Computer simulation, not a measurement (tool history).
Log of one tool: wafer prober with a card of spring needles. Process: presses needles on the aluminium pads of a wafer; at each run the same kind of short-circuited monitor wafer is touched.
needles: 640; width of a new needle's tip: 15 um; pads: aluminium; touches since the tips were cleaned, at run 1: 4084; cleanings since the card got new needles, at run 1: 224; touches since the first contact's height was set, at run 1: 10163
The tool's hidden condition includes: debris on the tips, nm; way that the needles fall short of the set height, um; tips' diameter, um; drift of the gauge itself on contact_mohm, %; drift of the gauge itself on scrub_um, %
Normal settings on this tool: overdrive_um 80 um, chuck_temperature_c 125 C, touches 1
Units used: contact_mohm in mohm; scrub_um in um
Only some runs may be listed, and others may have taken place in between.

run,hour,overdrive_um,chuck_temperature_c,touches,touches since the tips were cleaned,cleanings since the card got new needles,touches since the first contact's height was set,contact_mohm,scrub_um
1,0.0,80,125,1,4084,224,10163,224,20.34
# hour 6.2: tips cleaned on abrasive film
# hour 18.4: tips cleaned on abrasive film
# hour 33.7: tips cleaned on abrasive film
# hour 45.9: tips cleaned on abrasive film
# hour 61.1: tips cleaned on abrasive film
# hour 73.4: tips cleaned on abrasive film
2,82.3,80,125,1,4471,230,51106,225,20.29
# hour 88.5: tips cleaned on abrasive film
# hour 100.7: tips cleaned on abrasive film
# hour 112.9: tips cleaned on abrasive film
# hour 125.1: tips cleaned on abrasive film
# hour 140.4: tips cleaned on abrasive film
# hour 155.7: tips cleaned on abrasive film
# hour 170.9: tips cleaned on abrasive film
3,180.5,80,125,1,4817,237,99995,226,20.35
# hour 183.7: tips cleaned on abrasive film
# hour 198.9: tips cleaned on abrasive film
# hour 211.2: tips cleaned on abrasive film
# hour 214.5: height of the first contact set anew
# hour 223.7: tips cleaned on abrasive film
# hour 239.0: tips cleaned on abrasive film
# hour 254.2: tips cleaned on abrasive film
4,254.6,80,125,1,205,243,19961,228,20.37
# hour 266.9: tips cleaned on abrasive film
# hour 279.1: tips cleaned on abrasive film
# hour 291.3: tips cleaned on abrasive film
# hour 303.5: tips cleaned on abrasive film
# hour 315.8: tips cleaned on abrasive film
# hour 331.0: tips cleaned on abrasive film
5,341.1,80,125,1,5030,249,62985,223,20.37
# hour 344.2: tips cleaned on abrasive film
# hour 356.4: tips cleaned on abrasive film
# hour 368.7: tips cleaned on abrasive film
# hour 383.9: tips cleaned on abrasive film
6,387.2,80,125,2,1645,253,85904,222,20.40
# hour 396.4: tips cleaned on abrasive film
# hour 411.7: tips cleaned on abrasive film
# hour 423.9: tips cleaned on abrasive film
# hour 436.1: tips cleaned on abrasive film
7,446.8,80,125,3,5371,257,115590,220,20.37
# hour 450.0: tips cleaned on abrasive film
# hour 450.3: height of the first contact set anew
# hour 462.5: tips cleaned on abrasive film
# hour 474.7: tips cleaned on abrasive film
# hour 490.0: tips cleaned on abrasive film
# hour 502.2: tips cleaned on abrasive film
8,508.8,80,125,3,3306,262,29142,225,20.36
# hour 515.0: tips cleaned on abrasive film
# hour 527.2: tips cleaned on abrasive film
# hour 542.5: tips cleaned on abrasive film
# hour 554.7: tips cleaned on abrasive film
# hour 569.9: tips cleaned on abrasive film
# hour 582.2: tips cleaned on abrasive film
# hour 594.4: tips cleaned on abrasive film
9,594.8,80,125,1,203,269,71894,225,20.38
# hour 607.0: tips cleaned on abrasive film
# hour 619.3: tips cleaned on abrasive film
# hour 634.5: tips cleaned on abrasive film
# hour 646.5: card fitted with new needles
10,655.3,80,125,1,4407,0,4407,225,20.48
# hour 661.5: tips cleaned on abrasive film
# hour 673.7: tips cleaned on abrasive film
# hour 686.0: tips cleaned on abrasive film
# hour 698.2: tips cleaned on abrasive film
# hour 711.9: tips cleaned on abrasive film
11,711.9,99,125,1,0,5,32498,218,25.15
# hour 724.1: tips cleaned on abrasive film
# hour 736.3: tips cleaned on abrasive film
# hour 751.6: tips cleaned on abrasive film
# hour 763.8: tips cleaned on abrasive film
# hour 776.1: tips cleaned on abrasive film
# hour 788.3: tips cleaned on abrasive film
12,793.4,99,125,1,2547,11,73038,224,25.28
# hour 802.6: tips cleaned on abrasive film
# hour 814.8: tips cleaned on abrasive film
# hour 827.0: tips cleaned on abrasive film
# hour 839.3: tips cleaned on abrasive film
# hour 854.5: tips cleaned on abrasive film
# hour 866.7: tips cleaned on abrasive film
13,868.4,91,49,1,824,17,110335,204,23.21
# hour 880.6: tips cleaned on abrasive film
# hour 880.9: height of the first contact set anew
# hour 893.1: tips cleaned on abrasive film
# hour 905.4: tips cleaned on abrasive film
14,917.4,80,56,2,6019,20,18177,209,20.45
# hour 920.5: tips cleaned on abrasive film
# hour 935.8: tips cleaned on abrasive film
# hour 948.0: tips cleaned on abrasive film
# hour 963.3: tips cleaned on abrasive film
# hour 975.5: tips cleaned on abrasive film
# hour 987.7: tips cleaned on abrasive film
15,994.7,80,56,2,3495,26,56626,208,20.47
# hour 1000.9: tips cleaned on abrasive film
# hour 1013.1: tips cleaned on abrasive film
# hour 1028.4: tips cleaned on abrasive film
# hour 1040.6: tips cleaned on abrasive film
# hour 1054.8: tips cleaned on abrasive film
16,1054.8,80,125,3,0,31,86505,226,20.53
# hour 1067.0: tips cleaned on abrasive film
# hour 1079.3: tips cleaned on abrasive film
# hour 1091.5: tips cleaned on abrasive film
# hour 1106.8: tips cleaned on abrasive film
# hour 1116.2: height of the first contact set anew
# hour 1122.3: tips cleaned on abrasive film
# hour 1137.6: tips cleaned on abrasive film
# hour 1149.8: tips cleaned on abrasive film
17,1153.8,67,125,3,1986,38,18703,227,17.23

What will run 18 give?
# hour 1163.0: tips cleaned on abrasive film
# hour 1175.2: tips cleaned on abrasive film
# hour 1190.5: tips cleaned on abrasive film
# hour 1202.7: tips cleaned on abrasive film
# hour 1214.9: tips cleaned on abrasive film
# hour 1230.2: tips cleaned on abrasive film
# hour 1242.4: tips cleaned on abrasive film
18,1250.6,67,37,2,4117,45,66894,?,?

Run 18 gave contact_mohm 207 mohm, scrub_um 17.16 um.
Were there no unlogged condition in the tool, this run, its random variation unchanged, would have produced contact_mohm 207 mohm, scrub_um 17.01 um.

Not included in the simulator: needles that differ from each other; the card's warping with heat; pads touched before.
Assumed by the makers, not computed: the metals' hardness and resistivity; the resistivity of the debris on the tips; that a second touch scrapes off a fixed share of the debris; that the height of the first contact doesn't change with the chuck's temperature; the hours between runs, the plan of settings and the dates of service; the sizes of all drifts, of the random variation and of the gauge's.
